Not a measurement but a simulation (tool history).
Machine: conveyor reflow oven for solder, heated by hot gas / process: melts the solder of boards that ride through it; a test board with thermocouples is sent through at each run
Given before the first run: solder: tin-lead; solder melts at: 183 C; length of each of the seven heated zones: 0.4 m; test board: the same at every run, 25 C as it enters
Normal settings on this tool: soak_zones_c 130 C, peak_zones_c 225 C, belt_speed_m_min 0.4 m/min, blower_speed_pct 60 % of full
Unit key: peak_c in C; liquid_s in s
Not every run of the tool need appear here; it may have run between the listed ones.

run 1 hour=0 | soak_zones_c=130 peak_zones_c=225 belt_speed_m_min=0.4 blower_speed_pct=60 | peak_c=212.5 liquid_s=81.8
run 2 hour=12.9 | soak_zones_c=130 peak_zones_c=225 belt_speed_m_min=0.4 blower_speed_pct=60 | peak_c=212.3 liquid_s=81.8
run 3 hour=25.7 | soak_zones_c=130 peak_zones_c=225 belt_speed_m_min=0.4 blower_speed_pct=60 | peak_c=212.4 liquid_s=81.8
run 4 hour=41.5 | soak_zones_c=130 peak_zones_c=225 belt_speed_m_min=0.4 blower_speed_pct=60 | peak_c=212.5 liquid_s=82
run 5 hour=51.6 | soak_zones_c=130 peak_zones_c=225 belt_speed_m_min=0.4 blower_speed_pct=60 | peak_c=212 liquid_s=82
run 6 hour=60.7 | soak_zones_c=130 peak_zones_c=214 belt_speed_m_min=0.4 blower_speed_pct=60 | peak_c=202.2 liquid_s=66.1
run 7 hour=74.2 | soak_zones_c=130 peak_zones_c=214 belt_speed_m_min=0.4 blower_speed_pct=60 | peak_c=202.1 liquid_s=66
run 8 hour=86.7 | soak_zones_c=130 peak_zones_c=214 belt_speed_m_min=0.4 blower_speed_pct=60 | peak_c=202 liquid_s=66
run 9 hour=95.7 | soak_zones_c=130 peak_zones_c=214 belt_speed_m_min=0.4 blower_speed_pct=60 | peak_c=202.3 liquid_s=65.7
run 10 hour=106.7 | soak_zones_c=130 peak_zones_c=214 belt_speed_m_min=0.4 blower_speed_pct=60 | peak_c=202.1 liquid_s=65.8
run 11 hour=119.9 | soak_zones_c=130 peak_zones_c=214 belt_speed_m_min=0.4 blower_speed_pct=60 | peak_c=202.3 liquid_s=65.9
run 12 hour=127.1 | soak_zones_c=130 peak_zones_c=214 belt_speed_m_min=0.4 blower_speed_pct=60 | peak_c=202 liquid_s=65.9
run 13 hour=141.2 | soak_zones_c=130 peak_zones_c=225 belt_speed_m_min=0.4 blower_speed_pct=60 | peak_c=212.2 liquid_s=81.7
run 14 hour=153.1 | soak_zones_c=130 peak_zones_c=225 belt_speed_m_min=0.371 blower_speed_pct=60 | peak_c=214 liquid_s=92.2
run 15 hour=160.3 | soak_zones_c=130 peak_zones_c=225 belt_speed_m_min=0.327 blower_speed_pct=60 | peak_c=216.9 liquid_s=111
run 16 hour=169.6 | soak_zones_c=124 peak_zones_c=238 belt_speed_m_min=0.4 blower_speed_pct=60 | peak_c=223.4 liquid_s=91.4
run 17 hour=179.4 | soak_zones_c=135 peak_zones_c=225 belt_speed_m_min=0.4 blower_speed_pct=53 | peak_c=210.9 liquid_s=81.8
run 18 hour=193.6 | soak_zones_c=135 peak_zones_c=225 belt_speed_m_min=0.4 blower_speed_pct=53 | peak_c=210.9 liquid_s=81.6
-- hour=199.4 flux residue cleaned out of gas plates and filters
run 19 hour=208.2 | soak_zones_c=135 peak_zones_c=225 belt_speed_m_min=0.4 blower_speed_pct=53 | peak_c=210.6 liquid_s=81.1
run 20 hour=219 | soak_zones_c=135 peak_zones_c=225 belt_speed_m_min=0.4 blower_speed_pct=53 | peak_c=210.5 liquid_s=81.2
run 21 hour=234.7 | soak_zones_c=135 peak_zones_c=227 belt_speed_m_min=0.415 blower_speed_pct=53 | peak_c=211.1 liquid_s=78.9
run 22 hour=246.5 | soak_zones_c=135 peak_zones_c=227 belt_speed_m_min=0.415 blower_speed_pct=53 | peak_c=211.3 liquid_s=78.7
run 23 hour=253.8 | soak_zones_c=125 peak_zones_c=222 belt_speed_m_min=0.4 blower_speed_pct=60 | peak_c=208.1 liquid_s=73.2
run 24 hour=268.1 | soak_zones_c=125 peak_zones_c=222 belt_speed_m_min=0.4 blower_speed_pct=60 | peak_c=208.1 liquid_s=73.4
run 25 hour=282.7 | soak_zones_c=124 peak_zones_c=223 belt_speed_m_min=0.4 blower_speed_pct=60 | peak_c=209 liquid_s=74
-- hour=289 flux residue cleaned out of gas plates and filters, once more
run 26 hour=301.5 | soak_zones_c=124 peak_zones_c=237 belt_speed_m_min=0.4 blower_speed_pct=59 | peak_c=222.2 liquid_s=90.8
run 27 hour=311.3 | soak_zones_c=123 peak_zones_c=233 belt_speed_m_min=0.405 blower_speed_pct=59 | peak_c=217.9 liquid_s=84.1
run 28 hour=324.1 | soak_zones_c=123 peak_zones_c=233 belt_speed_m_min=0.405 blower_speed_pct=59 | peak_c=217.7 liquid_s=84.3
run 29 hour=334.9 | soak_zones_c=123 peak_zones_c=233 belt_speed_m_min=0.405 blower_speed_pct=60 | peak_c=218.4 liquid_s=85.1
run 30 hour=349.5 | soak_zones_c=123 peak_zones_c=233 belt_speed_m_min=0.405 blower_speed_pct=60 | peak_c=218.2 liquid_s=84.4

Consider 5 possible next runs. They are alternatives, not a sequence: every one starts from the tool as it was left by run 30. What does each give?
run A hour=363.8 | soak_zones_c=130 peak_zones_c=217 belt_speed_m_min=0.4 blower_speed_pct=60 | peak_c=? liquid_s=?
run B hour=363.8 | soak_zones_c=130 peak_zones_c=225 belt_speed_m_min=0.381 blower_speed_pct=60 | peak_c=? liquid_s=?
run C hour=363.8 | soak_zones_c=123 peak_zones_c=225 belt_speed_m_min=0.405 blower_speed_pct=60 | peak_c=? liquid_s=?
run D hour=363.8 | soak_zones_c=130 peak_zones_c=213 belt_speed_m_min=0.46 blower_speed_pct=82 | peak_c=? liquid_s=?
run E hour=363.8 | soak_zones_c=124 peak_zones_c=225 belt_speed_m_min=0.432 blower_speed_pct=71 | peak_c=? liquid_s=?

run=A peak_c=204.9 liquid_s=71
run=B peak_c=213.4 liquid_s=88.6
run=C peak_c=210.7 liquid_s=75.5
run=D peak_c=202.3 liquid_s=58.8
run=E peak_c=212 liquid_s=73.4
With the hidden condition removed and each run's random variation left untouched, the same runs would have given:
run=A peak_c=205.7 liquid_s=72.1
run=B peak_c=214.3 liquid_s=89.3
run=C peak_c=211.6 liquid_s=76.3
run=D peak_c=203.2 liquid_s=60.1
run=E peak_c=212.9 liquid_s=74.2
